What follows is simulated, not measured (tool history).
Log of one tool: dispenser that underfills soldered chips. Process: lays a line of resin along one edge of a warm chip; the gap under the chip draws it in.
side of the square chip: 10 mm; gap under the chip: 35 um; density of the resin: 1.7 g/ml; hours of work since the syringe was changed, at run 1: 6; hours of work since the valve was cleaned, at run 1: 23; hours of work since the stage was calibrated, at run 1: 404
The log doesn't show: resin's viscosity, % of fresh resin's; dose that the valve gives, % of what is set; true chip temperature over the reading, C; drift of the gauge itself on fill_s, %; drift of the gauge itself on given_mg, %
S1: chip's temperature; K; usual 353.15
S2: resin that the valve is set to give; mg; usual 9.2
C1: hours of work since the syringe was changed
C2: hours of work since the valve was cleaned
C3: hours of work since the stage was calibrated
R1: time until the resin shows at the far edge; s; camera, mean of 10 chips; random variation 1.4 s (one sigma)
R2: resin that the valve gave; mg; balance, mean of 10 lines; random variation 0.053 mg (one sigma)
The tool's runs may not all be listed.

run 1 day=0 | S1=353.15 S2=9.2 | C1=6 C2=23 C3=404 | R1=203.8 R2=9.13
-- day=0.112 new syringe of resin
-- day=0.525 new syringe of resin
run 2 day=0.55 | S1=353.15 S2=9.2 | C1=0 C2=33 C3=414 | R1=128.7 R2=8.95
run 3 day=0.888 | S1=353.15 S2=9.2 | C1=6 C2=39 C3=420 | R1=211.2 R2=9
-- day=0.954 new syringe of resin
-- day=1.371 new syringe of resin
run 4 day=1.554 | S1=353.15 S2=9.2 | C1=3 C2=50 C3=432 | R1=161 R2=8.87
-- day=1.808 new syringe of resin
run 5 day=2.108 | S1=353.15 S2=9.2 | C1=5 C2=60 C3=441 | R1=192.1 R2=8.8
-- day=2.217 new syringe of resin
run 6 day=2.592 | S1=353.15 S2=9.2 | C1=7 C2=69 C3=450 | R1=211.3 R2=8.73
-- day=2.65 new syringe of resin
run 7 day=2.958 | S1=353.15 S2=9.2 | C1=6 C2=75 C3=456 | R1=190.7 R2=8.77
-- day=3.071 new syringe of resin
-- day=3.488 new syringe of resin
run 8 day=3.525 | S1=353.15 S2=9.2 | C1=1 C2=85 C3=466 | R1=128.9 R2=8.67
-- day=3.9 new syringe of resin
run 9 day=4.158 | S1=364.15 S2=9.2 | C1=5 C2=96 C3=477 | R1=123.2 R2=8.55
-- day=4.3 new syringe of resin
-- day=4.6 dispensing valve cleaned and set on the balance
-- day=4.783 new syringe of resin
run 10 day=4.854 | S1=364.15 S2=9.2 | C1=1 C2=4 C3=489 | R1=91.6 R2=9.21
-- day=5.212 new syringe of resin
run 11 day=5.304 | S1=364.15 S2=9.2 | C1=2 C2=12 C3=497 | R1=96.6 R2=9.16
-- day=5.65 new syringe of resin
run 12 day=5.912 | S1=364.15 S2=9.2 | C1=5 C2=23 C3=507 | R1=123.5 R2=9.05
-- day=6.071 new syringe of resin
run 13 day=6.3 | S1=342.15 S2=9.79 | C1=4 C2=30 C3=514 | R1=241.7 R2=9.52
-- day=6.5 new syringe of resin
run 14 day=6.85 | S1=353.15 S2=10.27 | C1=6 C2=39 C3=524 | R1=197.9 R2=10.02
-- day=6.921 new syringe of resin
run 15 day=7.288 | S1=353.15 S2=9.54 | C1=7 C2=47 C3=531 | R1=201.8 R2=9.22
-- day=7.35 new syringe of resin
-- day=7.762 new syringe of resin
run 16 day=7.821 | S1=353.15 S2=9.54 | C1=1 C2=56 C3=541 | R1=129.5 R2=9.08
-- day=8.208 new syringe of resin
run 17 day=8.475 | S1=361.15 S2=11.07 | C1=5 C2=68 C3=552 | R1=130.2 R2=10.44
-- day=8.608 new syringe of resin
run 18 day=8.938 | S1=338.15 S2=8.54 | C1=6 C2=76 C3=560 | R1=336.1 R2=8.14
-- day=9.042 new syringe of resin
run 19 day=9.283 | S1=352.15 S2=9.2 | C1=4 C2=82 C3=566 | R1=178.8 R2=8.65

Hidden state or all else? Some run-to-run changes of R1, split into what the settings, what came in and random variation would give without the hidden state, and what is left for the hidden state (with any gauge scatter that isn't in both results):
Run 2 -> 3: no setting changed, nothing entered. R1 +82.5 s: hidden state +80.6, all else +1.9.
Run 17 -> 18: S1 361.15 -> 338.15, S2 11.07 -> 8.54, new syringe of resin. R1 +205.9 s: hidden state +67.9, all else +138.

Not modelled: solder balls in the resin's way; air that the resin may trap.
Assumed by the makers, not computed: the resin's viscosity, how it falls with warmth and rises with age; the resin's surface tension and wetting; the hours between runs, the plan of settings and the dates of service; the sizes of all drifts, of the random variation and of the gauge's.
